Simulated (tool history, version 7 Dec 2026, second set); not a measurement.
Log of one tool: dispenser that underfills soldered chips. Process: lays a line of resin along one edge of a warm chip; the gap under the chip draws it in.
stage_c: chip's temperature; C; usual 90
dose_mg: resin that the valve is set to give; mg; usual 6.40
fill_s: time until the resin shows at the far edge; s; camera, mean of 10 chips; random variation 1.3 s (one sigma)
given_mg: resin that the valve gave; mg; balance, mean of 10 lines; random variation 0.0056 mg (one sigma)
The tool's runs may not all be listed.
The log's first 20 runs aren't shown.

Run 21, hour 129.4: usual settings but stage_c 77 C, dose_mg 5.48 mg. Result: fill_s 295.4 s, given_mg 5.423 mg.
At hour 137.0: new syringe of resin.
Run 22, hour 138.0: usual settings but stage_c 77 C, dose_mg 5.48 mg. Result: fill_s 223.5 s, given_mg 5.419 mg.
Run 23, hour 145.5: usual settings but stage_c 77 C, dose_mg 5.48 mg. Result: fill_s 295.2 s, given_mg 5.395 mg.
Run 24, hour 150.4: usual settings but stage_c 99 C, dose_mg 7.98 mg. Result: fill_s 157.4 s, given_mg 7.855 mg.
At hour 152.6: new syringe of resin.
Run 25, hour 158.0: usual settings but stage_c 81 C, dose_mg 7.35 mg. Result: fill_s 224.6 s, given_mg 7.219 mg.
Run 26, hour 163.0: usual settings but stage_c 81 C, dose_mg 7.35 mg. Result: fill_s 270.9 s, given_mg 7.206 mg.
At hour 167.8: new syringe of resin.
Run 27, hour 172.4: usual settings but stage_c 81 C, dose_mg 7.35 mg. Result: fill_s 209.1 s, given_mg 7.186 mg.
At hour 179.0: dispensing valve cleaned and set on the balance.
Run 28, hour 181.6: usual settings but stage_c 81 C, dose_mg 6.80 mg. Result: fill_s 304.3 s, given_mg 6.804 mg.
At hour 184.0: new syringe of resin.
Run 29, hour 186.4: usual settings but stage_c 81 C, dose_mg 6.80 mg. Result: fill_s 195.1 s, given_mg 6.795 mg.
Run 30, hour 193.8: usual settings but dose_mg 7.95 mg. Result: fill_s 189.3 s, given_mg 7.930 mg.
At hour 199.2: new syringe of resin.
Run 31, hour 200.4: usual settings but stage_c 98 C, dose_mg 7.72 mg. Result: fill_s 101.2 s, given_mg 7.682 mg.
Run 32, hour 207.4: usual settings but stage_c 98 C, dose_mg 7.72 mg. Result: fill_s 133.3 s, given_mg 7.667 mg.
At hour 214.6: new syringe of resin.
Run 33, hour 216.8: usual settings but stage_c 94 C, dose_mg 7.88 mg. Result: fill_s 118.5 s, given_mg 7.807 mg.
Run 34, hour 223.0: usual settings but stage_c 94 C, dose_mg 7.88 mg. Result: fill_s 153.5 s, given_mg 7.808 mg.

5 ways to go on from here, each from the tool as it stands after run 34. What would each give?
Run A, hour 226.9: usual settings but stage_c 99 C, dose_mg 6.37 mg. Result: fill_s ?, given_mg ?.
Run B, hour 226.9: usual settings but stage_c 99 C, dose_mg 7.59 mg. Result: fill_s ?, given_mg ?.
Run C, hour 226.9: usual settings but stage_c 93 C, dose_mg 7.91 mg. Result: fill_s ?, given_mg ?.
Run D, hour 226.9: usual settings but stage_c 94 C, dose_mg 5.61 mg. Result: fill_s ?, given_mg ?.
Run E, hour 226.9: usual settings but stage_c 102 C, dose_mg 7.58 mg. Result: fill_s ?, given_mg ?.

run  fill_s  given_mg
  A   155.9     6.283
  B   155.2     7.495
  C   189.2     7.818
  D   186.7     5.544
  E   137.5     7.483
Without the tool's hidden state the same runs would have given:
run  fill_s  given_mg
  A    91.8     6.358
  B    91.5     7.584
  C   111.5     7.911
  D   109.9     5.610
  E    81.2     7.572
